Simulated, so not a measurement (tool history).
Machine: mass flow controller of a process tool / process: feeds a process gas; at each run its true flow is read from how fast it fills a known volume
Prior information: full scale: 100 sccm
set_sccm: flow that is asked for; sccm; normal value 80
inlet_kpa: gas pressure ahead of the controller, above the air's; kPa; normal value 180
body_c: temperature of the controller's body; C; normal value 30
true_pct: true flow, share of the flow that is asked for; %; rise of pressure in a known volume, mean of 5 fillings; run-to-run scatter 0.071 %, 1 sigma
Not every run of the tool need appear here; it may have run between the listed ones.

run,hour,set_sccm,inlet_kpa,body_c,true_pct
1,0.0,80,180,30,98.89
2,137.1,80,180,30,98.91
3,274.2,80,180,30,98.94
4,400.2,80,180,30,98.94
5,531.0,80,180,30,98.86
6,661.8,80,202,30,98.73
7,791.4,80,180,30,98.81
8,917.6,80,180,30,98.85
9,1006.9,80,180,30,98.85
10,1108.6,80,180,30,98.93
11,1201.6,80,180,30,98.99
12,1300.6,80,180,30,98.81
13,1381.7,80,180,30,98.89
14,1476.4,80,180,30,98.86
15,1587.7,80,180,30,98.81
16,1652.0,80,180,30,98.76
17,1742.9,80,180,33,98.56
18,1877.4,80,180,33,98.71
19,1940.7,80,180,33,98.69
20,2035.6,80,180,33,98.66
21,2118.4,80,180,23,98.94
22,2257.8,80,200,22,98.82
23,2323.3,19,204,31,96.23
24,2450.3,11,156,21,94.85
25,2569.3,14,141,30,95.37
26,2633.9,80,180,22,98.91
27,2702.8,80,180,22,98.92
28,2815.8,10,185,34,93.47
29,2949.4,10,185,34,93.32
30,3017.3,80,194,30,98.42
31,3097.3,11,262,30,93.44
32,3201.1,80,261,33,98.01
33,3335.0,20,252,30,95.66
34,3465.4,20,252,30,95.61
35,3582.4,30,175,37,96.81

Below are 5 alternative next runs, each starting from the tool's condition after run 35. Predict each:
A,3676.1,19,180,30,?
B,3676.1,82,180,30,?
C,3676.1,29,204,37,?
D,3676.1,50,175,37,?
E,3676.1,80,180,37,?

run,true_pct
A,95.75
B,98.51
C,96.52
D,97.79
E,98.10
What these runs would have given with no unlogged condition in the tool:
run,true_pct
A,99.32
B,99.77
C,99.05
D,99.50
E,99.38
